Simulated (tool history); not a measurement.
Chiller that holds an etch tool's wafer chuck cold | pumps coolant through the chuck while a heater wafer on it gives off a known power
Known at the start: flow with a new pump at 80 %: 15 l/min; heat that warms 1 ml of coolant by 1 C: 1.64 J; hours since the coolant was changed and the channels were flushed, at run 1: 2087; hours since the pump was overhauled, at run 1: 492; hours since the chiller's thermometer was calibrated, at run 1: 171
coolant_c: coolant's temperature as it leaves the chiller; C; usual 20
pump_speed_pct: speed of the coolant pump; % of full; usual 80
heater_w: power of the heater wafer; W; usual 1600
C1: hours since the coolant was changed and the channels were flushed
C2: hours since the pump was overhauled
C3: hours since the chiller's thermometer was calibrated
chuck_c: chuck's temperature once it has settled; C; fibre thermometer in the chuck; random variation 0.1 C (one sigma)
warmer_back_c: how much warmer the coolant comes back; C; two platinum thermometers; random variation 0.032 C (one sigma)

run 1 hour=0 | coolant_c=20 pump_speed_pct=80 heater_w=1600 | C1=2087 C2=492 C3=171 | chuck_c=32.3 warmer_back_c=3.94
run 2 hour=32.1 | coolant_c=20 pump_speed_pct=80 heater_w=1600 | C1=2119 C2=524 C3=203 | chuck_c=32.2 warmer_back_c=3.89
run 3 hour=72.5 | coolant_c=20 pump_speed_pct=80 heater_w=1600 | C1=2159 C2=564 C3=244 | chuck_c=32.4 warmer_back_c=3.91
run 4 hour=108.8 | coolant_c=20 pump_speed_pct=80 heater_w=1600 | C1=2195 C2=600 C3=280 | chuck_c=32.4 warmer_back_c=3.87
run 5 hour=140.4 | coolant_c=20 pump_speed_pct=80 heater_w=1600 | C1=2227 C2=632 C3=312 | chuck_c=32.3 warmer_back_c=3.87
run 6 hour=169.3 | coolant_c=20 pump_speed_pct=80 heater_w=1600 | C1=2256 C2=661 C3=341 | chuck_c=32.2 warmer_back_c=3.86
run 7 hour=194.4 | coolant_c=12 pump_speed_pct=80 heater_w=1600 | C1=2281 C2=686 C3=366 | chuck_c=24.2 warmer_back_c=3.85
run 8 hour=234.7 | coolant_c=12 pump_speed_pct=80 heater_w=1600 | C1=2321 C2=726 C3=406 | chuck_c=24.3 warmer_back_c=3.78
run 9 hour=259.4 | coolant_c=29 pump_speed_pct=61 heater_w=1072 | C1=2346 C2=751 C3=431 | chuck_c=38.9 warmer_back_c=3.42
run 10 hour=302.4 | coolant_c=29 pump_speed_pct=61 heater_w=1072 | C1=2389 C2=794 C3=474 | chuck_c=38.8 warmer_back_c=3.36
run 11 hour=334.5 | coolant_c=29 pump_speed_pct=61 heater_w=1072 | C1=2421 C2=826 C3=506 | chuck_c=39 warmer_back_c=3.41

4 ways to go on from here, each from the tool as it stands after run 11. What would each give?
run A hour=365.2 | coolant_c=17 pump_speed_pct=94 heater_w=1739 | C1=2452 C2=857 C3=537 | chuck_c=? warmer_back_c=?
run B hour=365.2 | coolant_c=11 pump_speed_pct=99 heater_w=2096 | C1=2452 C2=857 C3=537 | chuck_c=? warmer_back_c=?
run C hour=365.2 | coolant_c=15 pump_speed_pct=60 heater_w=1072 | C1=2452 C2=857 C3=537 | chuck_c=? warmer_back_c=?
run D hour=365.2 | coolant_c=14 pump_speed_pct=80 heater_w=1832 | C1=2452 C2=857 C3=537 | chuck_c=? warmer_back_c=?

run=A chuck_c=29 warmer_back_c=3.44
run=B chuck_c=24.9 warmer_back_c=3.96
run=C chuck_c=25 warmer_back_c=3.45
run=D chuck_c=27.9 warmer_back_c=4.29
Without the tool's hidden state the same runs would have given:
run=A chuck_c=29 warmer_back_c=3.57
run=B chuck_c=24.9 warmer_back_c=4.09
run=C chuck_c=25 warmer_back_c=3.59
run=D chuck_c=27.9 warmer_back_c=4.43
